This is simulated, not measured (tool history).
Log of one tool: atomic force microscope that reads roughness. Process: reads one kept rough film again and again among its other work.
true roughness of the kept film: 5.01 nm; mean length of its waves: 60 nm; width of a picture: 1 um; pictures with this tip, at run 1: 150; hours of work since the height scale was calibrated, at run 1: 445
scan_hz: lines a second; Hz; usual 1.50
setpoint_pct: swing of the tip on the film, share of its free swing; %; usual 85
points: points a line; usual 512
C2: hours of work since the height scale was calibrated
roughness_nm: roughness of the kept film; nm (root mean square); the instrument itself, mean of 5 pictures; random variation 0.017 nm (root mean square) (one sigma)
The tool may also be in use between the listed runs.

run 1 day=0.000 | scan_hz=1.50 setpoint_pct=85 points=512 | pictures_with_this_tip=150 C2=445 | roughness_nm=3.730
run 2 day=0.938 | scan_hz=1.50 setpoint_pct=85 points=512 | pictures_with_this_tip=183 C2=460 | roughness_nm=3.685
-- day=2.150 new tip fitted
run 3 day=2.271 | scan_hz=1.50 setpoint_pct=85 points=512 | pictures_with_this_tip=4 C2=482 | roughness_nm=4.041
run 4 day=3.200 | scan_hz=1.50 setpoint_pct=56 points=512 | pictures_with_this_tip=36 C2=497 | roughness_nm=4.582
run 5 day=4.358 | scan_hz=1.50 setpoint_pct=56 points=512 | pictures_with_this_tip=76 C2=516 | roughness_nm=4.496
run 6 day=5.658 | scan_hz=1.50 setpoint_pct=85 points=512 | pictures_with_this_tip=121 C2=538 | roughness_nm=3.776
run 7 day=6.667 | scan_hz=1.50 setpoint_pct=85 points=512 | pictures_with_this_tip=156 C2=554 | roughness_nm=3.747
run 8 day=7.842 | scan_hz=1.50 setpoint_pct=85 points=512 | pictures_with_this_tip=197 C2=573 | roughness_nm=3.645
run 9 day=8.512 | scan_hz=1.50 setpoint_pct=85 points=512 | pictures_with_this_tip=220 C2=584 | roughness_nm=3.636
-- day=8.671 new tip fitted
run 10 day=9.800 | scan_hz=1.50 setpoint_pct=85 points=512 | pictures_with_this_tip=39 C2=605 | roughness_nm=3.944
run 11 day=10.817 | scan_hz=1.50 setpoint_pct=85 points=512 | pictures_with_this_tip=74 C2=622 | roughness_nm=3.878
run 12 day=12.133 | scan_hz=1.50 setpoint_pct=85 points=512 | pictures_with_this_tip=119 C2=644 | roughness_nm=3.784
run 13 day=12.854 | scan_hz=1.50 setpoint_pct=85 points=512 | pictures_with_this_tip=144 C2=655 | roughness_nm=3.720
run 14 day=13.942 | scan_hz=1.50 setpoint_pct=85 points=512 | pictures_with_this_tip=182 C2=673 | roughness_nm=3.687
-- day=15.146 new tip fitted
run 15 day=15.146 | scan_hz=1.50 setpoint_pct=85 points=323 | pictures_with_this_tip=0 C2=693 | roughness_nm=4.033
run 16 day=15.904 | scan_hz=1.50 setpoint_pct=85 points=323 | pictures_with_this_tip=26 C2=705 | roughness_nm=3.994
run 17 day=17.354 | scan_hz=1.50 setpoint_pct=85 points=323 | pictures_with_this_tip=76 C2=729 | roughness_nm=3.872
run 18 day=18.638 | scan_hz=1.50 setpoint_pct=85 points=512 | pictures_with_this_tip=121 C2=750 | roughness_nm=3.807
run 19 day=19.692 | scan_hz=1.50 setpoint_pct=85 points=512 | pictures_with_this_tip=157 C2=768 | roughness_nm=3.745
run 20 day=20.538 | scan_hz=1.50 setpoint_pct=82 points=512 | pictures_with_this_tip=186 C2=781 | roughness_nm=3.752
run 21 day=21.154 | scan_hz=1.61 setpoint_pct=85 points=512 | pictures_with_this_tip=208 C2=792 | roughness_nm=3.600
-- day=21.700 new tip fitted
run 22 day=21.767 | scan_hz=1.61 setpoint_pct=85 points=512 | pictures_with_this_tip=2 C2=801 | roughness_nm=3.989
run 23 day=22.712 | scan_hz=1.61 setpoint_pct=85 points=512 | pictures_with_this_tip=35 C2=817 | roughness_nm=3.900
run 24 day=24.012 | scan_hz=1.50 setpoint_pct=85 points=512 | pictures_with_this_tip=80 C2=838 | roughness_nm=3.892
run 25 day=25.383 | scan_hz=1.50 setpoint_pct=85 points=581 | pictures_with_this_tip=127 C2=861 | roughness_nm=3.781
run 26 day=26.662 | scan_hz=0.64 setpoint_pct=85 points=581 | pictures_with_this_tip=171 C2=882 | roughness_nm=4.078
run 27 day=27.600 | scan_hz=0.64 setpoint_pct=85 points=581 | pictures_with_this_tip=204 C2=897 | roughness_nm=4.018
-- day=28.183 new tip fitted
run 28 day=28.617 | scan_hz=0.88 setpoint_pct=85 points=581 | pictures_with_this_tip=15 C2=914 | roughness_nm=4.293
run 29 day=29.233 | scan_hz=2.92 setpoint_pct=85 points=512 | pictures_with_this_tip=36 C2=924 | roughness_nm=3.429
run 30 day=30.121 | scan_hz=0.61 setpoint_pct=85 points=512 | pictures_with_this_tip=67 C2=938 | roughness_nm=4.324
run 31 day=31.150 | scan_hz=0.61 setpoint_pct=85 points=512 | pictures_with_this_tip=103 C2=955 | roughness_nm=4.252
run 32 day=32.171 | scan_hz=1.22 setpoint_pct=78 points=276 | pictures_with_this_tip=138 C2=972 | roughness_nm=4.047
run 33 day=33.229 | scan_hz=1.54 setpoint_pct=74 points=301 | pictures_with_this_tip=175 C2=989 | roughness_nm=3.952
run 34 day=34.038 | scan_hz=1.54 setpoint_pct=74 points=899 | pictures_with_this_tip=203 C2=1003 | roughness_nm=3.891
-- day=34.675 new tip fitted
run 35 day=34.717 | scan_hz=3.57 setpoint_pct=74 points=290 | pictures_with_this_tip=1 C2=1013 | roughness_nm=3.797
run 36 day=35.900 | scan_hz=3.57 setpoint_pct=74 points=290 | pictures_with_this_tip=42 C2=1033 | roughness_nm=3.715
run 37 day=37.075 | scan_hz=1.50 setpoint_pct=67 points=408 | pictures_with_this_tip=83 C2=1052 | roughness_nm=4.303
run 38 day=38.408 | scan_hz=0.93 setpoint_pct=78 points=853 | pictures_with_this_tip=129 C2=1074 | roughness_nm=4.167
run 39 day=39.850 | scan_hz=1.29 setpoint_pct=55 points=384 | pictures_with_this_tip=179 C2=1098 | roughness_nm=4.302
-- day=41.158 new tip fitted
run 40 day=41.158 | scan_hz=1.29 setpoint_pct=55 points=384 | pictures_with_this_tip=0 C2=1119 | roughness_nm=4.663
run 41 day=42.329 | scan_hz=1.33 setpoint_pct=75 points=899 | pictures_with_this_tip=41 C2=1138 | roughness_nm=4.289
run 42 day=43.117 | scan_hz=1.50 setpoint_pct=57 points=516 | pictures_with_this_tip=68 C2=1151 | roughness_nm=4.494
run 43 day=44.017 | scan_hz=0.77 setpoint_pct=82 points=402 | pictures_with_this_tip=99 C2=1166 | roughness_nm=4.233
run 44 day=44.708 | scan_hz=3.47 setpoint_pct=64 points=286 | pictures_with_this_tip=123 C2=1177 | roughness_nm=3.955
run 45 day=46.050 | scan_hz=3.47 setpoint_pct=64 points=286 | pictures_with_this_tip=170 C2=1199 | roughness_nm=3.887
run 46 day=46.946 | scan_hz=1.85 setpoint_pct=64 points=286 | pictures_with_this_tip=201 C2=1214 | roughness_nm=4.089
-- day=47.679 new tip fitted
run 47 day=47.875 | scan_hz=0.68 setpoint_pct=81 points=942 | pictures_with_this_tip=7 C2=1229 | roughness_nm=4.498
run 48 day=49.129 | scan_hz=0.68 setpoint_pct=56 points=492 | pictures_with_this_tip=50 C2=1250 | roughness_nm=4.647
run 49 day=50.096 | scan_hz=3.06 setpoint_pct=85 points=848 | pictures_with_this_tip=84 C2=1266 | roughness_nm=3.311
run 50 day=51.521 | scan_hz=3.06 setpoint_pct=85 points=848 | pictures_with_this_tip=133 C2=1289 | roughness_nm=3.229
run 51 day=52.275 | scan_hz=1.50 setpoint_pct=68 points=390 | pictures_with_this_tip=159 C2=1301 | roughness_nm=4.170
run 52 day=53.050 | scan_hz=0.93 setpoint_pct=76 points=397 | pictures_with_this_tip=186 C2=1314 | roughness_nm=4.082

Forecast each of these 4 alternatives for the next run:
run A day=54.092 | scan_hz=2.20 setpoint_pct=80 points=402 | pictures_with_this_tip=222 C2=1331 | roughness_nm=?
run B day=54.092 | scan_hz=0.83 setpoint_pct=76 points=342 | pictures_with_this_tip=222 C2=1331 | roughness_nm=?
run C day=54.092 | scan_hz=3.35 setpoint_pct=74 points=397 | pictures_with_this_tip=222 C2=1331 | roughness_nm=?
run D day=54.092 | scan_hz=1.80 setpoint_pct=76 points=397 | pictures_with_this_tip=222 C2=1331 | roughness_nm=?

run=A roughness_nm=3.547
run=B roughness_nm=4.057
run=C roughness_nm=3.449
run=D roughness_nm=3.773
Without the tool's hidden state the same runs would have given:
run=A roughness_nm=3.936
run=B roughness_nm=4.502
run=C roughness_nm=3.827
run=D roughness_nm=4.187
